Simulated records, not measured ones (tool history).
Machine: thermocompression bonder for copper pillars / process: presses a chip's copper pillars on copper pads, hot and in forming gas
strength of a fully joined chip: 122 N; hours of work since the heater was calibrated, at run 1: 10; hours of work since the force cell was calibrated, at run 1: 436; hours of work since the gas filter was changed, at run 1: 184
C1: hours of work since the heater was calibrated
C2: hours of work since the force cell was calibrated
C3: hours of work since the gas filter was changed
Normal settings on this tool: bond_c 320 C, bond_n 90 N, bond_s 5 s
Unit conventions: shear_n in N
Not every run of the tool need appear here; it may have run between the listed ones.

Run 1, hour 0: usual settings; C1 10; C2 436; C3 184. Result: shear_n 81.9 N.
Run 2, hour 53.5: usual settings but bond_c 324 C; C1 39; C2 465; C3 213. Result: shear_n 82.8 N.
Run 3, hour 93.4: usual settings but bond_n 84 N; C1 61; C2 486; C3 235. Result: shear_n 77.3 N.
At hour 99.6: forming gas filter changed.
Run 4, hour 127.9: usual settings but bond_s 8 s; C1 79; C2 505; C3 15. Result: shear_n 93.5 N.
Run 5, hour 189.6: usual settings but bond_s 3 s; C1 113; C2 538; C3 49. Result: shear_n 70.7 N.
Run 6, hour 226.5: usual settings but bond_s 3 s; C1 133; C2 558; C3 69. Result: shear_n 71.4 N.
Run 7, hour 260.7: usual settings but bond_s 3 s; C1 151; C2 577; C3 87. Result: shear_n 72.2 N.
Run 8, hour 328.2: usual settings but bond_c 324 C; C1 188; C2 613; C3 124. Result: shear_n 83.1 N.
Run 9, hour 374.5: usual settings but bond_n 127 N; C1 213; C2 639; C3 149. Result: shear_n 97.6 N.
Run 10, hour 422.7: usual settings; C1 239; C2 665; C3 175. Result: shear_n 81.2 N.
Run 11, hour 476.3: usual settings; C1 268; C2 694; C3 204. Result: shear_n 79.5 N.
At hour 539.6: forming gas filter changed.
Run 12, hour 539.6: usual settings but bond_n 126 N; C1 303; C2 728; C3 0. Result: shear_n 98.4 N.
Run 13, hour 595.8: usual settings but bond_n 126 N; C1 333; C2 758; C3 31. Result: shear_n 98.6 N.
Run 14, hour 633.7: usual settings but bond_n 126 N; C1 354; C2 779; C3 51. Result: shear_n 97.2 N.
Run 15, hour 665.8: usual settings; C1 371; C2 796; C3 69. Result: shear_n 81.1 N.
Run 16, hour 734.4: usual settings; C1 408; C2 834; C3 106. Result: shear_n 81.5 N.
Run 17, hour 786.8: usual settings; C1 437; C2 862; C3 134. Result: shear_n 79.7 N.
Run 18, hour 832.2: usual settings; C1 461; C2 887; C3 159. Result: shear_n 80.8 N.
Run 19, hour 860.3: usual settings; C1 477; C2 902; C3 174. Result: shear_n 78.5 N.
Run 20, hour 923.3: usual settings but bond_c 335 C; C1 511; C2 936; C3 208. Result: shear_n 88 N.
Run 21, hour 970.8: usual settings but bond_c 326 C, bond_n 85 N; C1 537; C2 962; C3 234. Result: shear_n 78.1 N.
At hour 980.3: forming gas filter changed.
Run 22, hour 1033.4: usual settings but bond_c 326 C, bond_n 85 N; C1 570; C2 996; C3 29. Result: shear_n 81 N.
Run 23, hour 1096: usual settings but bond_c 326 C, bond_n 85 N; C1 604; C2 1030; C3 63. Result: shear_n 81.4 N.
Run 24, hour 1145.8: usual settings but bond_c 326 C, bond_n 85 N, bond_s 8 s; C1 631; C2 1057; C3 90. Result: shear_n 89.5 N.
Run 25, hour 1212.6: usual settings but bond_n 86 N, bond_s 10 s; C1 668; C2 1093; C3 126. Result: shear_n 92.1 N.
Run 26, hour 1270.6: usual settings but bond_n 86 N, bond_s 10 s; C1 699; C2 1124; C3 158. Result: shear_n 91.1 N.
Run 27, hour 1330.8: usual settings but bond_n 86 N, bond_s 10 s; C1 732; C2 1157; C3 190. Result: shear_n 91 N.
Run 28, hour 1359.1: usual settings but bond_c 292 C, bond_n 106 N, bond_s 6 s; C1 747; C2 1172; C3 206. Result: shear_n 73.9 N.
Run 29, hour 1414.4: usual settings but bond_c 327 C, bond_n 73 N, bond_s 10 s; C1 777; C2 1202; C3 236. Result: shear_n 86.6 N.
At hour 1420.4: forming gas filter changed.
Run 30, hour 1457.7: usual settings but bond_c 328 C, bond_n 95 N, bond_s 3 s; C1 800; C2 1226; C3 20. Result: shear_n 76.3 N.
Run 31, hour 1522.7: usual settings but bond_c 328 C, bond_n 95 N, bond_s 3 s; C1 836; C2 1261; C3 56. Result: shear_n 74.8 N.
Run 32, hour 1564.1: usual settings but bond_c 349 C, bond_s 12 s; C1 858; C2 1283; C3 78. Result: shear_n 107.9 N.
Run 33, hour 1627.3: usual settings but bond_c 349 C, bond_s 12 s; C1 892; C2 1318; C3 112. Result: shear_n 107.9 N.
Run 34, hour 1670.5: usual settings but bond_c 349 C, bond_s 12 s; C1 916; C2 1341; C3 136. Result: shear_n 109.4 N.
Run 35, hour 1713.6: usual settings but bond_c 349 C, bond_s 12 s; C1 939; C2 1365; C3 159. Result: shear_n 107.6 N.
At hour 1719.4: heater calibrated with a thermocouple chip.
Run 36, hour 1782.3: usual settings but bond_n 114 N, bond_s 9 s; C1 34; C2 1401; C3 195. Result: shear_n 105.2 N.
Run 37, hour 1817.2: usual settings but bond_c 346 C, bond_n 74 N, bond_s 15 s; C1 53; C2 1420; C3 214. Result: shear_n 107.5 N.
At hour 1862.8: forming gas filter changed.
Run 38, hour 1864.4: usual settings but bond_n 122 N; C1 78; C2 1445; C3 1. Result: shear_n 100.3 N.

Below are 3 alternative next runs, each starting from the tool's condition after run 38. Predict each:
Run A, hour 1927.3: usual settings but bond_n 122 N, bond_s 7 s; C1 113; C2 1479; C3 35. Result: shear_n ?.
Run B, hour 1927.3: usual settings but bond_c 293 C, bond_n 98 N; C1 113; C2 1479; C3 35. Result: shear_n ?.
Run C, hour 1927.3: usual settings but bond_c 321 C, bond_n 87 N; C1 113; C2 1479; C3 35. Result: shear_n ?.

run  shear_n
  A    106.7
  B       75
  C     83.4
Stripped of hidden state, with their random variation kept, the same runs would have yielded:
run  shear_n
  A    105.4
  B     72.9
  C     81.4

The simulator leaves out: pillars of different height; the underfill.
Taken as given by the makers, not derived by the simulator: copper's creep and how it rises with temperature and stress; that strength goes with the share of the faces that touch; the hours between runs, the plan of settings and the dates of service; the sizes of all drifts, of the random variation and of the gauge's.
